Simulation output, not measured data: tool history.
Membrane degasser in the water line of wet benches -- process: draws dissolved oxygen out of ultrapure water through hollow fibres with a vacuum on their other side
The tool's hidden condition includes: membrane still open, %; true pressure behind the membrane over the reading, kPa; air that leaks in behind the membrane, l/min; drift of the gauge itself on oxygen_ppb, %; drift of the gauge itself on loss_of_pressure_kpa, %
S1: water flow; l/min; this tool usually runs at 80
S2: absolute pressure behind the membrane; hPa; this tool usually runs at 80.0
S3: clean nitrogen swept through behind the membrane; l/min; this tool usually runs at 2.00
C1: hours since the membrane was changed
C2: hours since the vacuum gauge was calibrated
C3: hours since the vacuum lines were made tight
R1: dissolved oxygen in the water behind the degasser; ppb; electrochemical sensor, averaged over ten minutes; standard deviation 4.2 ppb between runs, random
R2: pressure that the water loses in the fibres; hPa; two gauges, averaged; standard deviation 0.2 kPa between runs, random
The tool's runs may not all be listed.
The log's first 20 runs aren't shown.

| run | hour | S1 | S2 | S3 | C1 | C2 | C3 | R1 | R2 |
|---|---|---|---|---|---|---|---|---|---|
| 21 | 725.7 | 58 | 115.3 | 1.94 | 1755 | 98 | 3142 | 513.8 | 314.9 |
| 22 | 767.1 | 76 | 119.2 | 0.95 | 1796 | 139 | 3184 | 1097.8 | 411.5 |
| 23 | 796.6 | 76 | 119.2 | 3.74 | 1826 | 169 | 3213 | 420.1 | 409.3 |
| 24 | 845.4 | 76 | 119.2 | 3.74 | 1875 | 218 | 3262 | 418.0 | 410.4 |
| 25 | 875.5 | 50 | 111.2 | 3.58 | 1905 | 248 | 3292 | 257.7 | 269.4 |
| 26 | 908.4 | 50 | 111.2 | 3.58 | 1938 | 281 | 3325 | 250.0 | 269.4 |
| 27 | 940.6 | 123 | 145.1 | 1.58 | 1970 | 313 | 3357 | 1433.2 | 663.4 |
| 28 | 968.7 | 123 | 60.9 | 4.52 | 1998 | 341 | 3385 | 345.8 | 667.4 |
| 29 | 1002.9 | 126 | 140.3 | 0.86 | 2032 | 375 | 3419 | 1928.8 | 679.2 |
| 30 | 1045.4 | 80 | 70.0 | 2.00 | 2075 | 418 | 3462 | 347.0 | 435.5 |
| 31 | 1094.3 | 53 | 151.0 | 2.00 | 2124 | 467 | 3511 | 644.3 | 285.8 |
| 32 | 1126.5 | 53 | 168.8 | 1.73 | 2156 | 499 | 3543 | 804.3 | 283.0 |

Branching from run 32: 3 alternative next runs. What would each branch give?
| A | 1168.0 | 83 | 171.5 | 1.33 | 2197 | 540 | 3584 | ? | ? |
| B | 1168.0 | 53 | 182.9 | 0.87 | 2197 | 540 | 3584 | ? | ? |
| C | 1168.0 | 91 | 178.2 | 0.89 | 2197 | 540 | 3584 | ? | ? |

| run | R1 | R2 |
|---|---|---|
| A | 1417.1 | 449.1 |
| B | 1496.8 | 285.8 |
| C | 1974.3 | 492.2 |
Stripped of hidden state, with their random variation kept, the same runs would have yielded:
| run | R1 | R2 |
|---|---|---|
| A | 1411.9 | 441.1 |
| B | 1495.0 | 280.7 |
| C | 1971.7 | 483.4 |

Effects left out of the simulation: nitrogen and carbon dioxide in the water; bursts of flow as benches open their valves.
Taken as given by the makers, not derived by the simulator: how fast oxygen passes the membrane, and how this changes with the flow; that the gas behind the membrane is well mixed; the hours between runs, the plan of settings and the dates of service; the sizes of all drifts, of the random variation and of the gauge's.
